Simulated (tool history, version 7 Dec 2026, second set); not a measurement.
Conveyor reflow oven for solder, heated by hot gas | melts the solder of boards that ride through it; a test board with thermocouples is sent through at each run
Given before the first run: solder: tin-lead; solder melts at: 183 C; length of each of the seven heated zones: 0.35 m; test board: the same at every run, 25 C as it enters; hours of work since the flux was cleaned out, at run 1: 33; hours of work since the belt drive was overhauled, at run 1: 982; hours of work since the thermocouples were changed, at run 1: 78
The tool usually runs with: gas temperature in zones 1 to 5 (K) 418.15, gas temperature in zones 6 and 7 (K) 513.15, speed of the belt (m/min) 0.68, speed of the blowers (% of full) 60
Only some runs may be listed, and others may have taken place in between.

run	hour	gas temperature in zones 1 to 5 (K)	gas temperature in zones 6 and 7 (K)	speed of the belt (m/min)	speed of the blowers (% of full)	hours of work since the flux was cleaned out	hours of work since the belt drive was overhauled	hours of work since the thermocouples were changed	highest temperature of the board (K)	time above the solder's melting point (s)
1	0	418.15	513.15	0.68	60	33	982	78	500.35	54.5
2	25.6	418.15	513.15	0.68	60	48	997	93	500.15	54.47
3	61.6	418.15	513.15	0.68	60	70	1019	115	500.15	54.17
4	82.8	418.15	513.15	0.68	60	82	1031	127	500.25	54.42
5	121.8	418.15	502.15	0.68	60	106	1055	151	490.05	49.18
6	163.8	418.15	509.15	0.68	60	131	1080	176	496.55	52.47
7	186.1	418.15	509.15	0.68	60	144	1093	189	496.45	52.64
8	232.6	418.15	509.15	0.68	60	171	1121	217	496.45	52.64
9	271.9	418.15	509.15	0.68	60	195	1144	240	496.25	52.48
10	308.8	407.15	517.15	0.775	66	217	1166	262	498.35	43.74
# hour 315: belt drive overhauled, speed set with a stopwatch
# hour 323: flux residue cleaned out of gas plates and filters
11	345.9	418.15	526.15	0.68	76	14	15	279	514.85	60.35
12	367.5	418.15	526.15	0.68	76	26	28	291	515.05	60.3
# hour 393.4: belt drive overhauled, speed set with a stopwatch, once more
13	396.2	418.15	526.15	0.68	76	41	2	306	514.85	59.1
14	417.6	424.15	513.15	0.68	60	54	14	319	501.05	56.31
15	464.4	430.15	523.15	0.588	81	82	42	347	516.75	72.55
16	507.7	407.15	505.15	0.587	78	107	68	372	497.65	58.63

3 ways to go on from here, each from the tool as it stands after run 16. What would each give?
A	539.6	407.15	505.15	0.619	78	126	87	391	?	?
B	539.6	407.15	517.15	0.587	78	126	87	391	?	?
C	539.6	407.15	505.15	0.587	86	126	87	391	?	?

run	highest temperature of the board (K)	time above the solder's melting point (s)
A	496.35	54.75
B	508.85	63.7
C	498.55	59.4
The same runs, with their run-to-run variation unchanged, on a tool lacking any hidden condition would have given:
run	highest temperature of the board (K)	time above the solder's melting point (s)
A	496.05	54.62
B	508.45	63.5
C	498.15	59.25
